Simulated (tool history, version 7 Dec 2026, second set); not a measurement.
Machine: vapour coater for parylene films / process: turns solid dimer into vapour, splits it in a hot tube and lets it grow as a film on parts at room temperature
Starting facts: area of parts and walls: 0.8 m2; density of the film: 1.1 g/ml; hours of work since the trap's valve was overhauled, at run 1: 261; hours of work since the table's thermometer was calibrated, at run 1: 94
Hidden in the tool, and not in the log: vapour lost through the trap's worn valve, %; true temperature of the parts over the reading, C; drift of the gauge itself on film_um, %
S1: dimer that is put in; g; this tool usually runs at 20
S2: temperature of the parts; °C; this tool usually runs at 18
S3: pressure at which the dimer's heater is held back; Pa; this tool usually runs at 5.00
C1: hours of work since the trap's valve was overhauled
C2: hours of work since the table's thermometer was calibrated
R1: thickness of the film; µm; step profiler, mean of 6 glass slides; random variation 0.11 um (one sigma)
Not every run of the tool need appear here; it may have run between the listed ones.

{"run": 1, "hour": 0.0, "S1": 20, "S2": 18, "S3": 5.0, "C1": 261, "C2": 94, "R1": 15.83}
{"run": 2, "hour": 13.6, "S1": 20, "S2": 18, "S3": 5.0, "C1": 268, "C2": 101, "R1": 15.81}
{"run": 3, "hour": 23.1, "S1": 20, "S2": 18, "S3": 5.0, "C1": 273, "C2": 106, "R1": 16.06}
{"run": 4, "hour": 36.2, "S1": 20, "S2": 18, "S3": 5.0, "C1": 280, "C2": 113, "R1": 15.76}
{"run": 5, "hour": 47.3, "S1": 20, "S2": 18, "S3": 5.0, "C1": 286, "C2": 119, "R1": 15.61}
{"run": 6, "hour": 65.7, "S1": 20, "S2": 18, "S3": 5.0, "C1": 296, "C2": 129, "R1": 15.68}
{"run": 7, "hour": 79.2, "S1": 20, "S2": 20, "S3": 5.0, "C1": 303, "C2": 136, "R1": 14.82}
{"run": 8, "hour": 98.3, "S1": 20, "S2": 18, "S3": 3.42, "C1": 313, "C2": 146, "R1": 17.15}
{"run": 9, "hour": 116.4, "S1": 20, "S2": 18, "S3": 3.42, "C1": 323, "C2": 156, "R1": 17.08}
{"run": 10, "hour": 130.3, "S1": 20, "S2": 18, "S3": 3.42, "C1": 330, "C2": 164, "R1": 17.09}
{"run": 11, "hour": 139.3, "S1": 20, "S2": 18, "S3": 3.42, "C1": 335, "C2": 168, "R1": 16.82}
{"run": 12, "hour": 154.2, "S1": 20, "S2": 18, "S3": 6.62, "C1": 343, "C2": 176, "R1": 14.51}
{"run": 13, "hour": 173.2, "S1": 34, "S2": 18, "S3": 6.62, "C1": 353, "C2": 186, "R1": 24.7}
{"run": 14, "hour": 183.0, "S1": 34, "S2": 18, "S3": 6.62, "C1": 359, "C2": 192, "R1": 24.82}
{"run": 15, "hour": 198.5, "S1": 34, "S2": 18, "S3": 6.62, "C1": 367, "C2": 200, "R1": 24.98}
{"run": 16, "hour": 208.8, "S1": 34, "S2": 18, "S3": 6.62, "C1": 372, "C2": 205, "R1": 24.95}
{"run": 17, "hour": 220.9, "S1": 20, "S2": 18, "S3": 2.42, "C1": 379, "C2": 212, "R1": 18.03}
{"run": 18, "hour": 237.0, "S1": 20, "S2": 18, "S3": 2.57, "C1": 387, "C2": 221, "R1": 17.89}
{"run": 19, "hour": 245.3, "S1": 20, "S2": 18, "S3": 2.57, "C1": 392, "C2": 225, "R1": 17.81}
{"run": 20, "hour": 254.1, "S1": 14, "S2": 18, "S3": 2.57, "C1": 397, "C2": 230, "R1": 12.54}
{"run": 21, "hour": 270.0, "S1": 27, "S2": 24, "S3": 2.35, "C1": 405, "C2": 238, "R1": 20.32}
{"run": 22, "hour": 287.4, "S1": 11, "S2": 21, "S3": 3.12, "C1": 414, "C2": 247, "R1": 8.55}
{"run": 23, "hour": 299.7, "S1": 12, "S2": 17, "S3": 7.48, "C1": 421, "C2": 254, "R1": 8.88}
{"run": 24, "hour": 308.7, "S1": 12, "S2": 17, "S3": 7.48, "C1": 426, "C2": 259, "R1": 8.74}
{"run": 25, "hour": 323.9, "S1": 12, "S2": 17, "S3": 7.48, "C1": 434, "C2": 267, "R1": 8.7}
{"run": 26, "hour": 335.4, "S1": 20, "S2": 20, "S3": 5.0, "C1": 440, "C2": 273, "R1": 14.52}
{"hour": 337.3, "done": "table's thermometer calibrated"}
{"run": 27, "hour": 354.0, "S1": 11, "S2": 12, "S3": 11.77, "C1": 449, "C2": 9, "R1": 8.43}
{"run": 28, "hour": 366.4, "S1": 30, "S2": 15, "S3": 2.57, "C1": 456, "C2": 16, "R1": 28.8}
{"run": 29, "hour": 382.2, "S1": 17, "S2": 18, "S3": 5.0, "C1": 464, "C2": 24, "R1": 12.99}
{"hour": 391.6, "done": "table's thermometer calibrated, once more"}
{"run": 30, "hour": 391.6, "S1": 9, "S2": 23, "S3": 5.0, "C1": 469, "C2": 0, "R1": 5.92}
{"run": 31, "hour": 406.4, "S1": 9, "S2": 23, "S3": 5.0, "C1": 477, "C2": 8, "R1": 5.9}
{"run": 32, "hour": 420.1, "S1": 20, "S2": 18, "S3": 2.56, "C1": 484, "C2": 15, "R1": 17.5}
{"run": 33, "hour": 438.0, "S1": 20, "S2": 16, "S3": 5.0, "C1": 494, "C2": 25, "R1": 16.1}
{"run": 34, "hour": 455.0, "S1": 30, "S2": 29, "S3": 3.56, "C1": 503, "C2": 34, "R1": 17.84}
{"run": 35, "hour": 471.7, "S1": 15, "S2": 16, "S3": 9.92, "C1": 512, "C2": 43, "R1": 10.51}
{"run": 36, "hour": 490.0, "S1": 15, "S2": 16, "S3": 9.92, "C1": 522, "C2": 53, "R1": 10.41}
{"run": 37, "hour": 498.7, "S1": 18, "S2": 11, "S3": 5.11, "C1": 526, "C2": 57, "R1": 16.84}

Run 38 comes next. What will it give?
{"run": 38, "hour": 509.1, "S1": 31, "S2": 18, "S3": 5.0, "C1": 532, "C2": 63, "R1": "?"}

{"run 38": {"R1": 23.38}}
With the hidden condition absent and the run-to-run variation left alone, this run would have shown R1 25.57 µm.

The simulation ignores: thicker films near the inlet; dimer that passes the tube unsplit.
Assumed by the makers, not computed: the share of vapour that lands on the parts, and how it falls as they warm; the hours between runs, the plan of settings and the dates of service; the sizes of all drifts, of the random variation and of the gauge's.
